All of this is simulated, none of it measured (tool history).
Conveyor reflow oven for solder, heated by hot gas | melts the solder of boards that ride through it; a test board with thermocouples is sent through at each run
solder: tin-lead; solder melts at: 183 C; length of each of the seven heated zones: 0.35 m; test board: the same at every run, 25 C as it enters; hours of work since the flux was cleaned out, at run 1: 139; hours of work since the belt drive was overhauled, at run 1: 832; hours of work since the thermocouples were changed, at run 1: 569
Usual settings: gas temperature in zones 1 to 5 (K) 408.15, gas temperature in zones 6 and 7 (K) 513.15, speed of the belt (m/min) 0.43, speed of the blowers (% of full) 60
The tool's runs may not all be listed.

run   hour  gas temperature in zones 1 to 5 (K)  gas temperature in zones 6 and 7 (K)  speed of the belt (m/min)  speed of the blowers (% of full)  hours of work since the flux was cleaned out  hours of work since the belt drive was overhauled  hours of work since the thermocouples were changed  highest temperature of the board (K)  time above the solder's melting point (s)
  1      0                               408.15                                513.15                       0.43                                60                                           139                                                832                                                 569                                489.85                                       71.9
  2   23.3                               408.15                                513.15                       0.43                                60                                           155                                                849                                                 586                                490.05                                       71.4
  3   52.1                               408.15                                513.15                       0.43                                60                                           176                                                870                                                 607                                490.05                                       71.5
      68.2  -- flux residue cleaned out of gas plates and filters
  4   79.8                               408.15                                513.15                       0.43                                60                                             8                                                886                                                 623                                490.95                                       72.9
      85.6  -- belt drive overhauled, speed set with a stopwatch
  5  104.5                               408.15                                513.15                       0.43                                60                                            23                                                 14                                                 638                                491.55                                       74.5
  6  140.2                               408.15                                513.15                       0.43                                60                                            49                                                 39                                                 663                                491.45                                         75
  7  161.1                               412.15                                513.15                       0.43                                60                                            64                                                 54                                                 678                                491.95                                       77.4
  8  196.4                               418.15                                515.15                      0.348                                51                                            89                                                 80                                                 704                                500.95                                      109.5
  9  234.8                               394.15                                517.15                      0.348                                74                                           117                                                107                                                 731                                503.15                                       99.3
     253.4  -- belt drive overhauled, speed set with a stopwatch, once more
 10  264.5                               394.15                                517.15                      0.348                                74                                           135                                                  8                                                 750                                501.55                                       94.4
 11  306.9                               412.15                                522.15                       0.52                                78                                           166                                                 38                                                 780                                493.15                                       60.8

Forecast each of these 4 alternatives for the next run:
     334.7  -- flux residue cleaned out of gas plates and filters
  A  348.7                               412.15                                516.15                       0.52                                78                                            10                                                 65                                                 807                                     ?                                          ?
     334.7  -- flux residue cleaned out of gas plates and filters
  B  348.7                               416.15                                513.15                       0.43                                60                                            10                                                 65                                                 807                                     ?                                          ?
     334.7  -- flux residue cleaned out of gas plates and filters
  C  348.7                               408.15                                513.15                      0.473                                60                                            10                                                 65                                                 807                                     ?                                          ?
     334.7  -- flux residue cleaned out of gas plates and filters
  D  348.7                               408.15                                528.15                       0.43                                84                                            10                                                 65                                                 807                                     ?                                          ?

run  highest temperature of the board (K)  time above the solder's melting point (s)
  A                                489.25                                       57.9
  B                                491.95                                       75.6
  C                                486.45                                       58.8
  D                                508.55                                       85.9
Without the tool's hidden state the same runs would have given:
run  highest temperature of the board (K)  time above the solder's melting point (s)
  A                                487.35                                       56.1
  B                                489.95                                       73.5
  C                                484.55                                       56.6
  D                                506.35                                       84.3
